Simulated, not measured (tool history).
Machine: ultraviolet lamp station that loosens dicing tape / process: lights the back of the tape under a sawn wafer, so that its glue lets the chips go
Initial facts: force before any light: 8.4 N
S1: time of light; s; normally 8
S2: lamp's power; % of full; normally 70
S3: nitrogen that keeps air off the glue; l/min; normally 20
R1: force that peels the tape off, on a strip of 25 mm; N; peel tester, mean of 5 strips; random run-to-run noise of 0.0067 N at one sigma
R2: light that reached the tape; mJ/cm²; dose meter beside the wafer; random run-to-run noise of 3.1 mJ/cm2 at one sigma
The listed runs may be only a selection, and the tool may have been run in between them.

| run | hour | S1 | S2 | S3 | R1 | R2 |
|---|---|---|---|---|---|---|
| 1 | 0.0 | 8 | 70 | 20 | 0.385 | 383 |
| 2 | 55.9 | 9 | 70 | 20 | 0.309 | 421 |
| 3 | 131.5 | 8 | 70 | 20 | 0.447 | 359 |
| 4 | 210.6 | 8 | 70 | 20 | 0.490 | 344 |
| 5 | 285.2 | 8 | 70 | 20 | 0.535 | 334 |
| 6 | 348.2 | 8 | 70 | 20 | 0.570 | 328 |
| 7 | 400.6 | 8 | 70 | 20 | 0.635 | 314 |
|  | 432.7 | window cleaned of glue's vapour |
| 8 | 468.3 | 8 | 70 | 31 | 0.689 | 283 |
| 9 | 515.9 | 8 | 85 | 31 | 0.462 | 337 |
| 10 | 561.0 | 9 | 70 | 20 | 0.708 | 297 |
| 11 | 631.3 | 9 | 70 | 20 | 0.725 | 286 |
| 12 | 704.8 | 9 | 70 | 20 | 0.829 | 275 |
|  | 727.0 | window cleaned of glue's vapour, once more |
| 13 | 752.5 | 8 | 96 | 20 | 0.235 | 464 |
| 14 | 810.3 | 5 | 96 | 20 | 0.805 | 282 |
| 15 | 891.8 | 5 | 96 | 20 | 0.859 | 263 |
| 16 | 933.9 | 5 | 96 | 20 | 0.934 | 263 |
|  | 991.5 | lamp changed |
| 17 | 994.3 | 4 | 94 | 10 | 0.949 | 300 |
| 18 | 1034.6 | 11 | 64 | 15 | 0.180 | 559 |

For run 19, what comes out?
| 19 | 1100.3 | 11 | 64 | 28 | ? | ? |

R1: 0.166 N
R2: 546 mJ/cm²
Without the tool's hidden state the same run would have given R1 0.140 N, R2 611 mJ/cm².

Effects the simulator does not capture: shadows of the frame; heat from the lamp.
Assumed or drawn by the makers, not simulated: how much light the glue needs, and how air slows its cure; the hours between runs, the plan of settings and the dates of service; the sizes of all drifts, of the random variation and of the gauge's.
